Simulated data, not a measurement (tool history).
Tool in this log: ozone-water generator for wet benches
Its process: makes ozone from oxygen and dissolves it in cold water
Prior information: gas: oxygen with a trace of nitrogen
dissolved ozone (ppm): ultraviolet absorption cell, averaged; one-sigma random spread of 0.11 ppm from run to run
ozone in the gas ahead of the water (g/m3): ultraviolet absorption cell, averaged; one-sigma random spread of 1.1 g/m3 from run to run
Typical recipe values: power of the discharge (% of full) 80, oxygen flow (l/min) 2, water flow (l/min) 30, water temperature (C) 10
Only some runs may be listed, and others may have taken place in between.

| run | hour | power of the discharge (% of full) | oxygen flow (l/min) | water flow (l/min) | water temperature (C) | dissolved ozone (ppm) | ozone in the gas ahead of the water (g/m3) |
|---|---|---|---|---|---|---|---|
| 1 | 0 | 80 | 2 | 30 | 10 | 8.1 | 189.2 |
| 2 | 45.8 | 80 | 2 | 30 | 10 | 8.4 | 187.5 |
| 3 | 71.8 | 80 | 2 | 30 | 10 | 8.2 | 189.5 |
| 4 | 126.9 | 80 | 2 | 30 | 14 | 8.1 | 187.4 |
| 5 | 156.6 | 80 | 2 | 30 | 10 | 8.3 | 186.3 |
| 6 | 216.2 | 80 | 1.79 | 30 | 10 | 7.9 | 192.9 |
| 7 | 271 | 80 | 1.79 | 30 | 10 | 7.7 | 195.2 |
| 8 | 334.3 | 80 | 1.79 | 30 | 10 | 7.9 | 194.3 |
| 9 | 367.3 | 80 | 2 | 30 | 10 | 8.2 | 186.8 |
| 10 | 418.2 | 80 | 2 | 30 | 10 | 8.2 | 184.3 |
| 11 | 457.9 | 80 | 2 | 30 | 10 | 8.2 | 186.9 |
| 12 | 519.1 | 80 | 2 | 30 | 11 | 8.3 | 185.7 |
| 13 | 582.8 | 80 | 2 | 30 | 11 | 8.2 | 187.2 |
| 14 | 626.9 | 80 | 1.22 | 30 | 10 | 6.2 | 218.3 |
| 15 | 654.2 | 80 | 1.22 | 30 | 10 | 6.1 | 217.8 |
| 16 | 706.9 | 80 | 1.22 | 30 | 10 | 6.2 | 216.5 |
| 17 | 766.6 | 80 | 2.81 | 37 | 10 | 7.6 | 165.3 |
| 18 | 816.6 | 80 | 3.01 | 20 | 10 | 15 | 160.9 |
| 19 | 860.5 | 80 | 3.01 | 20 | 10 | 14.9 | 160.2 |
| 20 | 917.5 | 80 | 1.49 | 20 | 10 | 10.6 | 204.2 |
| 21 | 966.6 | 70 | 2.04 | 30 | 10 | 7.2 | 162.4 |
| 22 | 1024.9 | 70 | 2.4 | 30 | 12 | 7.9 | 154.4 |
| 23 | 1077.9 | 81 | 2 | 25 | 10 | 9.8 | 185.7 |
| 24 | 1118.1 | 81 | 2 | 25 | 10 | 9.7 | 186.1 |
| 25 | 1146.1 | 74 | 2 | 22 | 10 | 10.3 | 172.8 |
| 26 | 1176 | 74 | 2 | 22 | 10 | 10.5 | 173.2 |
| 27 | 1206.8 | 59 | 1.45 | 22 | 7 | 7.5 | 159.7 |
| 28 | 1238.6 | 81 | 1.96 | 30 | 10 | 8.3 | 186.3 |
| 29 | 1299 | 80 | 3.42 | 28 | 10 | 11.1 | 155.7 |
| 30 | 1360.7 | 80 | 1.69 | 28 | 7 | 8 | 193.8 |
| 31 | 1398.9 | 80 | 1.69 | 28 | 7 | 8 | 194.2 |
| 32 | 1427.9 | 66 | 1.12 | 29 | 10 | 5 | 187.9 |

Predict each of these 3 candidate next runs independently; none follows another, all start after run 32:
| A | 1479.2 | 66 | 1.12 | 29 | 6 | ? | ? |
| B | 1479.2 | 83 | 1.12 | 38 | 10 | ? | ? |
| C | 1479.2 | 66 | 3.04 | 22 | 6 | ? | ? |

| run | dissolved ozone (ppm) | ozone in the gas ahead of the water (g/m3) |
|---|---|---|
| A | 5.2 | 188 |
| B | 4.5 | 226.4 |
| C | 11.8 | 134.3 |
With the hidden condition removed and each run's random variation left untouched, the same runs would have given:
| run | dissolved ozone (ppm) | ozone in the gas ahead of the water (g/m3) |
|---|---|---|
| A | 5.7 | 198.4 |
| B | 5 | 241.5 |
| C | 12.9 | 141.8 |
